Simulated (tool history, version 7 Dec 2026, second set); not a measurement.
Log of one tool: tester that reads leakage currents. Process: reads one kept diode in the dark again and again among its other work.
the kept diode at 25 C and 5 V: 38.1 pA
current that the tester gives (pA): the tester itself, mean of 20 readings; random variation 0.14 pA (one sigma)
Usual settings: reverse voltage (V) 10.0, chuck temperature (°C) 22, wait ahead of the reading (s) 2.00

run      day  reverse voltage (V)  chuck temperature (°C)  wait ahead of the reading (s)  current that the tester gives (pA)
  1    0.000                 10.0                      22                           2.00                               66.44
  2    7.321                 10.0                      22                           2.00                               67.06
  3   13.979                 10.0                      22                           2.00                               68.40
  4   23.529                 10.0                      22                           2.00                               70.12
  5   30.617                 10.0                      22                           0.31                               76.21
  6   40.450                 10.0                      22                           2.00                               72.26
      44.858  -- probe card cleaned and baked
  7   46.812                 10.0                      22                           2.00                               48.25
  8   52.212                 10.0                      22                           2.00                               49.13
  9   61.996                 10.0                      22                           2.00                               51.02
      65.042  -- chuck's temperature calibrated
 10   67.958                 10.0                      22                           2.00                               47.26
 11   76.762                 10.0                      22                           2.00                               48.58
 12   82.979                 10.0                      22                           2.00                               49.48
 13   91.121                 10.0                      22                           2.00                               50.70
 14   99.246                 10.0                      22                           3.01                               51.70
 15  110.233                 17.7                      57                           3.04                              668.19
 16  119.288                 10.0                      25                           3.85                               66.38
 17  129.254                 10.0                      29                           0.39                               92.06
     134.846  -- tester calibrated
 18  137.167                 10.0                      29                           0.39                               95.72
 19  147.325                  1.4                      29                           0.39                               30.53
     153.150  -- chuck's temperature calibrated
 20  153.371                 17.4                      58                           0.35                              715.90
 21  160.875                 10.0                      47                           3.25                              271.92
 22  170.029                 16.7                      31                           1.02                              144.65
 23  179.067                  9.4                      22                           1.22                               61.11
 24  189.392                  1.1                      46                           0.86                               78.26
 25  196.817                 13.2                      43                           4.61                              261.88
 26  203.896                 10.0                      21                           2.00                               63.73

Forecast each of these 5 alternatives for the next run:
  A  209.475                  1.1                      25                           6.00                                   ?
  B  209.475                  9.6                      30                           2.00                                   ?
  C  209.475                 18.8                      41                           1.15                                   ?
  D  209.475                  2.8                      38                           2.00                                   ?
  E  209.475                 10.0                      24                           6.83                                   ?

run  current that the tester gives (pA)
  A                               20.18
  B                              102.99
  C                              292.35
  D                               80.30
  E                               75.32
Without the tool's hidden state the same runs would have given:
run  current that the tester gives (pA)
  A                               17.04
  B                               79.33
  C                              242.95
  D                               71.22
  E                               51.98
